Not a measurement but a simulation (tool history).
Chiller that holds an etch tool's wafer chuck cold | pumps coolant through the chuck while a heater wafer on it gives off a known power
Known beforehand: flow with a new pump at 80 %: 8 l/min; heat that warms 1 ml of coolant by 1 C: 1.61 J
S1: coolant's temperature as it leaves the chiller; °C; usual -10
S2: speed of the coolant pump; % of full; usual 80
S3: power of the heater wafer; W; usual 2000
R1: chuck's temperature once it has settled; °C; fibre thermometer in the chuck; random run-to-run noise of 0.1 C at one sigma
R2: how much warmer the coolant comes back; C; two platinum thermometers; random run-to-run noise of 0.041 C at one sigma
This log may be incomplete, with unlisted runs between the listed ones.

run,hour,S1,S2,S3,R1,R2
1,0,-10,80,2000,5.3,9.43
2,137.6,-10,80,2000,5.5,9.52
3,251.7,-10,61,2000,9.1,12.84
4,410.5,-10,80,2503,9.5,12
5,560.7,-10,80,2000,5.5,9.45
6,744.2,-10,80,2000,5.7,9.52
7,908.4,-10,80,2000,5.5,9.56
8,1004.6,-4,80,2000,11.6,9.64
9,1113.5,-10,80,2557,10.1,12.25
10,1276.5,-10,80,2557,10.1,12.36
11,1477.6,-12,80,2000,3.7,9.63
12,1670.2,-12,80,2000,3.8,9.68
13,1877.6,-12,80,2000,3.9,9.65
14,1976.9,-12,80,2000,3.6,9.66
15,2084.3,-12,80,2000,3.8,9.71
16,2271.8,-12,80,2000,3.9,9.75
17,2474,-9,70,2000,8.6,11.34
18,2584,-9,70,2000,8.7,11.28
19,2781.5,-9,70,2000,8.7,11.34
20,2907,-9,70,2000,8.6,11.43
21,3109.2,-9,70,2000,8.9,11.44
22,3204.5,-9,70,2000,8.8,11.47
23,3295.8,-5,60,2804,23,19.03
24,3499.2,-10,98,1304,-1,5.13
25,3642.2,-10,98,1304,-0.9,5.14
26,3774.5,-10,98,1304,-1.1,5.14
27,3962.3,-9,89,2915,13,12.87
28,4112.5,-9,89,2915,13,12.79
29,4302.5,-9,84,2679,10.8,12.62
30,4464.3,-11,90,1246,-2.2,5.39
31,4587.3,-11,63,1246,0.5,8.09
32,4716.4,-11,72,1404,0.7,7.85

Missing from the log above: 2 entries noted between runs. For each, name the pair of listed runs it sits between and say how the tool's hidden condition differs from the listed run just before to the listed run just after:
After run 15, before run 16: chiller's thermometer calibrated (hour 2103.4)
  heat passed by the chuck's channels, % of clean ones': 92.4 -> 92.2; flow at a given pump speed, % of a new pump's: 96 -> 95.8; coolant's true temperature over the reading, C: -0.11 -> -0.04
  what was measured, less what the result would be without the hidden state, R1: +1 -> +1.1 °C; R2: +0.39 -> +0.41 C
After run 28, before run 29: coolant changed, channels flushed (hour 4252.5)
  heat passed by the chuck's channels, % of clean ones': 90.4 -> 99.4; flow at a given pump speed, % of a new pump's: 93.9 -> 93.7; coolant's true temperature over the reading, C: -0.08 -> -0.09
  what was measured, less what the result would be without the hidden state, R1: +2.1 -> +0.8 °C; R2: +0.78 -> +0.79 C
